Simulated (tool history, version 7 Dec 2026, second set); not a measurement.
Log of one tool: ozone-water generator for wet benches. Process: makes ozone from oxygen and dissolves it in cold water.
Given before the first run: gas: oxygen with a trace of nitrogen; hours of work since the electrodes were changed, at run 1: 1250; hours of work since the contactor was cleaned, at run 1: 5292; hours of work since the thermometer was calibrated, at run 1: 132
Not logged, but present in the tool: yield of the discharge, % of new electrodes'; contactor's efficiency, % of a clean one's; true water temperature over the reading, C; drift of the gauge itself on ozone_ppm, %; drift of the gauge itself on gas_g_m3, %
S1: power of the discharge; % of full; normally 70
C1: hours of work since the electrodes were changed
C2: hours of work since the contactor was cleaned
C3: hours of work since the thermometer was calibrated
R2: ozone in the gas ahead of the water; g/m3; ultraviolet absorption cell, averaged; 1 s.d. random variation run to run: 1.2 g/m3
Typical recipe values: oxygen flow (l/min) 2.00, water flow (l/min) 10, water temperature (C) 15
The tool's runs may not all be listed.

Run 1, hour 0.0: usual settings; C1 1250; C2 5292; C3 132. Result: dissolved ozone (ppm) 18.2, R2 222.2 g/m3.
Run 2, hour 90.7: usual settings but S1 75 % of full; C1 1329; C2 5372; C3 211. Result: dissolved ozone (ppm) 19.2, R2 233.0 g/m3.
Run 3, hour 192.5: usual settings but S1 75 % of full; C1 1418; C2 5461; C3 300. Result: dissolved ozone (ppm) 19.1, R2 231.4 g/m3.
Run 4, hour 264.6: usual settings but S1 72 % of full; C1 1481; C2 5524; C3 363. Result: dissolved ozone (ppm) 18.6, R2 223.0 g/m3.
Run 5, hour 387.8: usual settings but S1 72 % of full; C1 1589; C2 5631; C3 471. Result: dissolved ozone (ppm) 18.4, R2 224.8 g/m3.
Run 6, hour 474.6: usual settings but S1 72 % of full; C1 1664; C2 5707; C3 547. Result: dissolved ozone (ppm) 18.3, R2 221.8 g/m3.
Run 7, hour 593.3: usual settings; C1 1768; C2 5811; C3 651. Result: dissolved ozone (ppm) 18.2, R2 217.8 g/m3.
Run 8, hour 679.1: usual settings; C1 1843; C2 5886; C3 726. Result: dissolved ozone (ppm) 17.8, R2 219.9 g/m3.
Run 9, hour 795.9: usual settings but oxygen flow (l/min) 1.09; C1 1945; C2 5988; C3 828. Result: dissolved ozone (ppm) 17.1, R2 323.8 g/m3.
Run 10, hour 871.6: usual settings but oxygen flow (l/min) 1.09; C1 2012; C2 6054; C3 894. Result: dissolved ozone (ppm) 17.2, R2 326.6 g/m3.
Run 11, hour 924.9: usual settings but oxygen flow (l/min) 1.09; C1 2058; C2 6101; C3 941. Result: dissolved ozone (ppm) 17.7, R2 326.4 g/m3.
Run 12, hour 1005.1: usual settings but S1 50 % of full, water flow (l/min) 14; C1 2128; C2 6171; C3 1011. Result: dissolved ozone (ppm) 9.5, R2 166.3 g/m3.
Run 13, hour 1068.5: usual settings but S1 50 % of full, water flow (l/min) 14, water temperature (C) 12; C1 2184; C2 6227; C3 1066. Result: dissolved ozone (ppm) 9.6, R2 164.7 g/m3.
Run 14, hour 1141.1: usual settings but oxygen flow (l/min) 1.39, water temperature (C) 19; C1 2247; C2 6290; C3 1130. Result: dissolved ozone (ppm) 16.8, R2 276.9 g/m3.
Run 15, hour 1239.6: usual settings but S1 89 % of full, oxygen flow (l/min) 2.38, water flow (l/min) 12, water temperature (C) 7; C1 2333; C2 6376; C3 1216. Result: dissolved ozone (ppm) 19.2, R2 232.2 g/m3.
Run 16, hour 1302.9: usual settings but S1 89 % of full, oxygen flow (l/min) 3.57, water flow (l/min) 12, water temperature (C) 11; C1 2389; C2 6432; C3 1271. Result: dissolved ozone (ppm) 18.1, R2 174.7 g/m3.
Run 17, hour 1380.1: usual settings but S1 88 % of full; C1 2456; C2 6499; C3 1339. Result: dissolved ozone (ppm) 21.1, R2 255.9 g/m3.
Run 18, hour 1495.7: usual settings but S1 89 % of full, oxygen flow (l/min) 2.32, water temperature (C) 19; C1 2557; C2 6600; C3 1440. Result: dissolved ozone (ppm) 19.7, R2 234.3 g/m3.
Run 19, hour 1562.8: usual settings but S1 89 % of full, oxygen flow (l/min) 2.32, water temperature (C) 19; C1 2616; C2 6659; C3 1499. Result: dissolved ozone (ppm) 20.0, R2 235.2 g/m3.
Run 20, hour 1635.0: usual settings but S1 89 % of full, oxygen flow (l/min) 2.32, water temperature (C) 19; C1 2679; C2 6722; C3 1562. Result: dissolved ozone (ppm) 20.0, R2 231.0 g/m3.
Run 21, hour 1747.4: usual settings but S1 89 % of full, oxygen flow (l/min) 2.32, water temperature (C) 19; C1 2777; C2 6820; C3 1660. Result: dissolved ozone (ppm) 20.0, R2 232.6 g/m3.

Results per run with the tool's hidden condition removed, run-to-run variation unchanged:
run  dissolved ozone (ppm)     R2
  1                   19.3  229.1
  2                   20.4  241.1
  3                   20.4  240.0
  4                   19.8  231.3
  5                   19.7  233.7
  6                   19.6  231.0
  7                   19.6  227.1
  8                   19.2  229.7
  9                   18.5  339.0
 10                   18.7  342.4
 11                   19.2  342.5
 12                   10.2  172.5
 13                   10.4  171.0
 14                   18.3  291.8
 15                   21.2  247.8
 16                   20.0  186.6
 17                   23.4  273.8
 18                   21.9  251.4
 19                   22.3  252.9
 20                   22.3  248.7
 21                   22.3  251.1
